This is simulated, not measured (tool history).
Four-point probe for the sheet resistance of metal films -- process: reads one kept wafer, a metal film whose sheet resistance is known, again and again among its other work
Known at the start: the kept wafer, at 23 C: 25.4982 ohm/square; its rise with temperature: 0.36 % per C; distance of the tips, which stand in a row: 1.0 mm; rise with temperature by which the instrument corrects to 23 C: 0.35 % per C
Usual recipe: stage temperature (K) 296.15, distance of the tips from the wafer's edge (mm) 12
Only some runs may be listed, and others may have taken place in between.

| run | hour | stage temperature (K) | distance of the tips from the wafer's edge (mm) | sheet resistance as the instrument gives it (ohm/square) |
|---|---|---|---|---|
| 1 | 0 | 296.15 | 12 | 25.543812 |
| 2 | 45.5 | 296.15 | 12 | 25.553138 |
| 3 | 133.7 | 293.15 | 12 | 25.524972 |
| 4 | 210.5 | 293.15 | 12 | 25.520611 |
| 5 | 278.6 | 296.15 | 65 | 25.435043 |
| 6 | 344.9 | 296.15 | 65 | 25.444834 |
| 7 | 423 | 296.15 | 65 | 25.439866 |
| 8 | 502.9 | 296.15 | 65 | 25.438586 |
| 9 | 557.5 | 296.15 | 5 | 25.962245 |
| 10 | 635.8 | 296.15 | 73 | 25.422725 |
| 11 | 693 | 296.15 | 73 | 25.424998 |
| 12 | 777.1 | 296.15 | 12 | 25.519312 |
| 13 | 824.7 | 291.15 | 12 | 25.497742 |
| 14 | 876.7 | 292.15 | 12 | 25.501345 |
| 15 | 931.6 | 292.15 | 12 | 25.491366 |
| 16 | 976.7 | 294.15 | 12 | 25.491915 |
| 17 | 1036.2 | 296.15 | 30 | 25.423915 |
| 18 | 1074 | 299.15 | 7 | 25.694206 |
| 19 | 1121.5 | 299.15 | 7 | 25.68743 |
| 20 | 1194.6 | 299.15 | 7 | 25.687295 |
| 21 | 1283.3 | 299.15 | 7 | 25.688031 |
| 22 | 1353.8 | 299.15 | 7 | 25.688123 |
|  | 1361.8 | stage's thermometer calibrated |
| 23 | 1401.3 | 299.15 | 5 | 25.948967 |
| 24 | 1469.8 | 302.15 | 12 | 25.514284 |
| 25 | 1556.1 | 297.15 | 8 | 25.603319 |
| 26 | 1611.3 | 297.15 | 5 | 25.92651 |
| 27 | 1700.9 | 297.15 | 17 | 25.440557 |
| 28 | 1753.3 | 297.15 | 17 | 25.444847 |
|  | 1776.6 | stage's thermometer calibrated, once more |
| 29 | 1810.4 | 297.15 | 17 | 25.387044 |
| 30 | 1890.9 | 296.15 | 9 | 25.508976 |
| 31 | 1943.2 | 294.15 | 62 | 25.338247 |
| 32 | 2020.9 | 294.15 | 62 | 25.322276 |
| 33 | 2099 | 294.15 | 52 | 25.327157 |

Below are 4 alternative next runs, each starting from the tool's condition after run 33. Predict each:
| A | 2164.1 | 293.15 | 22 | ? |
| B | 2164.1 | 305.15 | 3 | ? |
| C | 2164.1 | 302.15 | 52 | ? |
| D | 2164.1 | 307.15 | 52 | ? |

| run | sheet resistance as the instrument gives it (ohm/square) |
|---|---|
| A | 25.339442 |
| B | 26.77783 |
| C | 25.359558 |
| D | 25.359873 |
Had the tool no hidden state, the same runs would have come out as:
| run | sheet resistance as the instrument gives it (ohm/square) |
|---|---|
| A | 25.512218 |
| B | 26.95972 |
| C | 25.53259 |
| D | 25.532964 |

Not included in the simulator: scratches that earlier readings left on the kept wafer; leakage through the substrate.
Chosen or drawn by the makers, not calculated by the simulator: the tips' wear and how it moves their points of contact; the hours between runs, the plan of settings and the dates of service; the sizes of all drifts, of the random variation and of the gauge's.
